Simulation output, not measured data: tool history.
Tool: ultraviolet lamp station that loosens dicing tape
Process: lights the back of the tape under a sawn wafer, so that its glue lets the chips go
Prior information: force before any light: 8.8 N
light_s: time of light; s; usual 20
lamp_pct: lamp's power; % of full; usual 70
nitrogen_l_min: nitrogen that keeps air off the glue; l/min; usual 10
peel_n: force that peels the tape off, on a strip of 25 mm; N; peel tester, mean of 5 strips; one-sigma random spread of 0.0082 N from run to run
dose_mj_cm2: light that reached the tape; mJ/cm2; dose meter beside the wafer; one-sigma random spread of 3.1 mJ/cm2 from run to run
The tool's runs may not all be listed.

run	hour	light_s	lamp_pct	nitrogen_l_min	peel_n	dose_mj_cm2
1	0	20	70	10	0.396	430
2	14.1	20	70	10	0.385	428
3	27.3	20	70	10	0.392	426
4	41.6	20	70	10	0.393	423
5	69	20	70	10	0.399	427
6	87.9	20	85	10	0.293	512
7	113.5	20	85	10	0.281	509
8	135.2	11	70	10	1.34	226
9	161.1	20	70	17	0.35	411
10	184.7	20	70	17	0.356	409
11	197.3	20	70	17	0.35	415
12	223.8	20	70	10	0.451	409
13	249.9	20	70	10	0.452	397
14	276.5	20	89	10	0.275	544
15	294.1	20	77	10	0.325	469
16	310.7	20	77	10	0.35	463
17	324.1	20	70	10	0.42	416
18	346.2	20	70	10	0.401	416
19	363.7	20	70	4	0.616	413
20	375.6	20	70	4	0.641	416
21	391.6	20	70	10	0.411	410
22	418.4	20	70	10	0.431	410
23	437.9	20	70	10	0.444	410
24	453.6	20	86	10	0.308	496
25	479.8	12	70	3	1.86	238
26	502.6	12	70	5	1.55	239
27	516.6	12	62	14	1.379	211
28	537.1	19	63	6	0.76	336
29	556.8	31	79	15	0.218	692
30	576.6	11	69	7	1.638	215
31	598.4	20	88	10	0.32	492
32	624.7	29	63	6	0.348	505
33	652.2	29	63	6	0.36	507
34	676.5	29	63	6	0.365	503
35	696.5	13	78	11	0.932	278
36	718.1	13	78	11	0.888	274
37	744.2	20	65	9	0.608	352
38	760.5	20	65	9	0.639	348
39	777.2	29	82	10	0.227	634
40	792.5	29	82	10	0.227	629
41	815	31	64	5	0.374	522

Withheld: 2 entries from between the runs. Position of each, and hidden state at the listed run before versus the listed run after:
After run 12, before run 13: window cleaned of glue's vapour (hour 226.6)
  lamp's light, % of a new lamp's: 89.2 -> 88.9; light that the window lets through, % of a clean one's: 95.3 -> 92.8
  measured result minus the result with no hidden state, peel_n: +0.114 -> +0.131 N; dose_mj_cm2: -73 -> -84 mJ/cm2
After run 13, before run 14: window cleaned of glue's vapour, once more (hour 271.8)
  lamp's light, % of a new lamp's: 88.9 -> 88.7; light that the window lets through, % of a clean one's: 92.8 -> 99.9
  measured result minus the result with no hidden state, peel_n: +0.131 -> +0.034 N; dose_mj_cm2: -84 -> -69 mJ/cm2

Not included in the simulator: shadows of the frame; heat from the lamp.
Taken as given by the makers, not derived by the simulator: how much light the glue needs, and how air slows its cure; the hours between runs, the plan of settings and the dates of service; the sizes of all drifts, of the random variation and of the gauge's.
